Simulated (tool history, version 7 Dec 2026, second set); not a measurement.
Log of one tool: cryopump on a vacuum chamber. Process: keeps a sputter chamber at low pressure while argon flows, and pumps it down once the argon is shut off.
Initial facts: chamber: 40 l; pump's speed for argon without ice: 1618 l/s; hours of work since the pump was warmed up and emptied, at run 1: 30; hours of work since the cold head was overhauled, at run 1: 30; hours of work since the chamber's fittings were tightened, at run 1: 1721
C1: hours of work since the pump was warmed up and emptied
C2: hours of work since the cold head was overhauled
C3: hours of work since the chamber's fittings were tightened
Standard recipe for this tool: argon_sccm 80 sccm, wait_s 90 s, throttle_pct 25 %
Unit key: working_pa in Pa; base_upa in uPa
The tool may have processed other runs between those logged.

Run 1, hour 0: usual settings; C1 30; C2 30; C3 1721. Result: working_pa 0.3368 Pa, base_upa 0.95 uPa.
Run 2, hour 7.4: usual settings; C1 33; C2 33; C3 1724. Result: working_pa 0.3371 Pa, base_upa 0.9 uPa.
Run 3, hour 20.3: usual settings; C1 39; C2 39; C3 1729. Result: working_pa 0.336 Pa, base_upa 0.97 uPa.
Run 4, hour 27.6: usual settings; C1 42; C2 42; C3 1733. Result: working_pa 0.337 Pa, base_upa 0.92 uPa.
Run 5, hour 38: usual settings; C1 46; C2 46; C3 1737. Result: working_pa 0.3385 Pa, base_upa 0.93 uPa.
Run 6, hour 45.6: usual settings but throttle_pct 27 %; C1 49; C2 49; C3 1740. Result: working_pa 0.3105 Pa, base_upa 0.91 uPa.
Run 7, hour 57.1: usual settings but wait_s 66 s; C1 54; C2 54; C3 1745. Result: working_pa 0.3356 Pa, base_upa 1.06 uPa.
Run 8, hour 65.8: usual settings but wait_s 66 s; C1 58; C2 58; C3 1749. Result: working_pa 0.3377 Pa, base_upa 1.02 uPa.
Run 9, hour 73.9: usual settings but throttle_pct 60 %; C1 61; C2 61; C3 1752. Result: working_pa 0.142 Pa, base_upa 0.95 uPa.
Run 10, hour 83.3: usual settings but throttle_pct 60 %; C1 65; C2 65; C3 1756. Result: working_pa 0.1446 Pa, base_upa 0.96 uPa.
Run 11, hour 93.9: usual settings but throttle_pct 60 %; C1 70; C2 70; C3 1760. Result: working_pa 0.144 Pa, base_upa 0.91 uPa.
Run 12, hour 105.7: usual settings but throttle_pct 60 %; C1 75; C2 75; C3 1765. Result: working_pa 0.1432 Pa, base_upa 0.92 uPa.
Run 13, hour 113.2: usual settings but throttle_pct 60 %; C1 78; C2 78; C3 1769. Result: working_pa 0.1438 Pa, base_upa 0.93 uPa.
Run 14, hour 127.1: usual settings but throttle_pct 60 %; C1 84; C2 84; C3 1774. Result: working_pa 0.1438 Pa, base_upa 0.92 uPa.
Run 15, hour 142.6: usual settings but argon_sccm 34 sccm, throttle_pct 24 %; C1 90; C2 90; C3 1781. Result: working_pa 0.1506 Pa, base_upa 0.95 uPa.
Run 16, hour 149.3: usual settings but argon_sccm 50 sccm, throttle_pct 24 %; C1 93; C2 93; C3 1784. Result: working_pa 0.2208 Pa, base_upa 0.99 uPa.
Run 17, hour 160.3: usual settings but argon_sccm 46 sccm, throttle_pct 49 %; C1 98; C2 98; C3 1788. Result: working_pa 0.1014 Pa, base_upa 0.92 uPa.
Run 18, hour 175.1: usual settings but argon_sccm 46 sccm, wait_s 24 s, throttle_pct 17 %; C1 104; C2 104; C3 1795. Result: working_pa 0.2865 Pa, base_upa 1.91 uPa.
Run 19, hour 181.4: usual settings but argon_sccm 136 sccm, wait_s 288 s, throttle_pct 16 %; C1 107; C2 107; C3 1797. Result: working_pa 0.8939 Pa, base_upa 0.7 uPa.
Run 20, hour 196.8: usual settings but argon_sccm 144 sccm, wait_s 26 s, throttle_pct 32 %; C1 113; C2 113; C3 1804. Result: working_pa 0.4813 Pa, base_upa 1.73 uPa.
Run 21, hour 206.8: usual settings but argon_sccm 41 sccm, wait_s 26 s, throttle_pct 19 %; C1 117; C2 117; C3 1808. Result: working_pa 0.2297 Pa, base_upa 1.8 uPa.

Here are 4 independent what-if runs from the current tool condition. What would each one return?
Run A, hour 220.6: usual settings but argon_sccm 71 sccm, wait_s 26 s, throttle_pct 16 %; C1 123; C2 123; C3 1814. Result: working_pa ?, base_upa ?.
Run B, hour 220.6: usual settings but argon_sccm 37 sccm, throttle_pct 19 %; C1 123; C2 123; C3 1814. Result: working_pa ?, base_upa ?.
Run C, hour 220.6: usual settings but argon_sccm 85 sccm, wait_s 299 s, throttle_pct 40 %; C1 123; C2 123; C3 1814. Result: working_pa ?, base_upa ?.
Run D, hour 220.6: usual settings but argon_sccm 41 sccm, wait_s 69 s, throttle_pct 52 %; C1 123; C2 123; C3 1814. Result: working_pa ?, base_upa ?.

run  working_pa  base_upa
  A      0.4722      1.74
  B       0.207      0.98
  C       0.232       0.7
  D      0.0864      1.05
With no hidden state in the tool, these same runs would have given:
run  working_pa  base_upa
  A      0.4657      1.29
  B      0.2036      0.53
  C      0.2242      0.26
  D      0.0827       0.6
